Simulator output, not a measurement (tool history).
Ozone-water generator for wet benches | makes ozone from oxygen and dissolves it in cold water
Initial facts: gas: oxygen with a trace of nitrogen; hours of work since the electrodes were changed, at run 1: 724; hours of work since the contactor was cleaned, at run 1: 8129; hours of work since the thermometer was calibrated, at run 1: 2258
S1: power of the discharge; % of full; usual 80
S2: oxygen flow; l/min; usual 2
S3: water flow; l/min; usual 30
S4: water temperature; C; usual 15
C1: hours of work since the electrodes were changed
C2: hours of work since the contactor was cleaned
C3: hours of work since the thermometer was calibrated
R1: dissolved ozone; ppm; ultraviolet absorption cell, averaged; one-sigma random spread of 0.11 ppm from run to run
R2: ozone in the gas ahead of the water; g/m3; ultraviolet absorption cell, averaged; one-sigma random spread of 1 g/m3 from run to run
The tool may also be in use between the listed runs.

Run 1, hour 0: usual settings; C1 724; C2 8129; C3 2258. Result: R1 5.4 ppm, R2 171.1 g/m3.
Run 2, hour 36.1: usual settings; C1 757; C2 8162; C3 2290. Result: R1 5.5 ppm, R2 171 g/m3.
Run 3, hour 71: usual settings; C1 788; C2 8194; C3 2322. Result: R1 5.4 ppm, R2 170.9 g/m3.
Run 4, hour 87.5: usual settings; C1 803; C2 8208; C3 2337. Result: R1 5.4 ppm, R2 172.7 g/m3.
Run 5, hour 109.2: usual settings but S4 9 C; C1 823; C2 8228; C3 2357. Result: R1 5.6 ppm, R2 170.6 g/m3.
Run 6, hour 140.4: usual settings but S4 9 C; C1 851; C2 8256; C3 2385. Result: R1 5.5 ppm, R2 170.7 g/m3.
Run 7, hour 159.4: usual settings but S4 21 C; C1 868; C2 8274; C3 2402. Result: R1 5.4 ppm, R2 169.9 g/m3.
Run 8, hour 190.6: usual settings but S4 21 C; C1 897; C2 8302; C3 2430. Result: R1 5.1 ppm, R2 170.7 g/m3.
Run 9, hour 218.6: usual settings but S3 46 l/min, S4 21 C; C1 922; C2 8327; C3 2456. Result: R1 3 ppm, R2 171.2 g/m3.
Run 10, hour 252.1: usual settings; C1 952; C2 8358; C3 2486. Result: R1 5.1 ppm, R2 169.7 g/m3.
Run 11, hour 270.5: usual settings; C1 969; C2 8374; C3 2503. Result: R1 5.3 ppm, R2 168.6 g/m3.
Run 12, hour 288.1: usual settings but S4 20 C; C1 985; C2 8390; C3 2519. Result: R1 5.1 ppm, R2 168.2 g/m3.
Run 13, hour 305.4: usual settings but S4 12 C; C1 1001; C2 8406; C3 2534. Result: R1 5.5 ppm, R2 169.4 g/m3.
Run 14, hour 324.9: usual settings but S1 52 % of full, S3 35 l/min; C1 1018; C2 8423; C3 2552. Result: R1 3.5 ppm, R2 133.1 g/m3.
Run 15, hour 345.5: usual settings but S1 52 % of full, S3 35 l/min; C1 1037; C2 8442; C3 2571. Result: R1 3.3 ppm, R2 133.9 g/m3.
At hour 351: contactor cleaned.
Run 16, hour 384.6: usual settings but S1 59 % of full, S2 1.17 l/min, S3 20 l/min, S4 16 C; C1 1069; C2 30; C3 2602. Result: R1 6 ppm, R2 187.7 g/m3.
Run 17, hour 404.3: usual settings but S1 59 % of full, S2 1.17 l/min, S3 20 l/min, S4 16 C; C1 1087; C2 48; C3 2620. Result: R1 6.2 ppm, R2 189.2 g/m3.
Run 18, hour 421: usual settings but S2 3.33 l/min, S4 10 C; C1 1102; C2 63; C3 2635. Result: R1 6.3 ppm, R2 132.5 g/m3.
Run 19, hour 444.2: usual settings but S1 42 % of full; C1 1123; C2 84; C3 2656. Result: R1 3.7 ppm, R2 118.3 g/m3.
At hour 461.3: contactor cleaned, once more.
Run 20, hour 469.1: usual settings but S1 85 % of full, S3 39 l/min; C1 1142; C2 7; C3 2675. Result: R1 4 ppm, R2 175.1 g/m3.
Run 21, hour 501.6: usual settings but S2 1.11 l/min; C1 1171; C2 37; C3 2705. Result: R1 4.4 ppm, R2 231.5 g/m3.
Run 22, hour 519: usual settings but S2 1.11 l/min; C1 1187; C2 52; C3 2720. Result: R1 4.5 ppm, R2 230.1 g/m3.
Run 23, hour 550.1: usual settings but S1 46 % of full, S2 1.17 l/min; C1 1215; C2 80; C3 2749. Result: R1 3.4 ppm, R2 161.9 g/m3.

Below are 4 alternative next runs, each starting from the tool's condition after run 23. Predict each:
Run A, hour 586.2: usual settings but S1 46 % of full, S2 1.32 l/min; C1 1248; C2 113; C3 2781. Result: R1 ?, R2 ?.
Run B, hour 586.2: usual settings but S1 84 % of full, S2 1.17 l/min, S3 28 l/min, S4 20 C; C1 1248; C2 113; C3 2781. Result: R1 ?, R2 ?.
Run C, hour 586.2: usual settings but S4 8 C; C1 1248; C2 113; C3 2781. Result: R1 ?, R2 ?.
Run D, hour 586.2: usual settings but S4 17 C; C1 1248; C2 113; C3 2781. Result: R1 ?, R2 ?.

run   R1     R2
  A  3.6  154.3
  B  5.1  230.3
  C  5.5  170.4
  D  5.6  169.6
Stripped of hidden state, with their random variation kept, the same runs would have yielded:
run   R1     R2
  A  3.6  157.2
  B  5.2  236.5
  C  5.7  174.8
  D  5.8    174
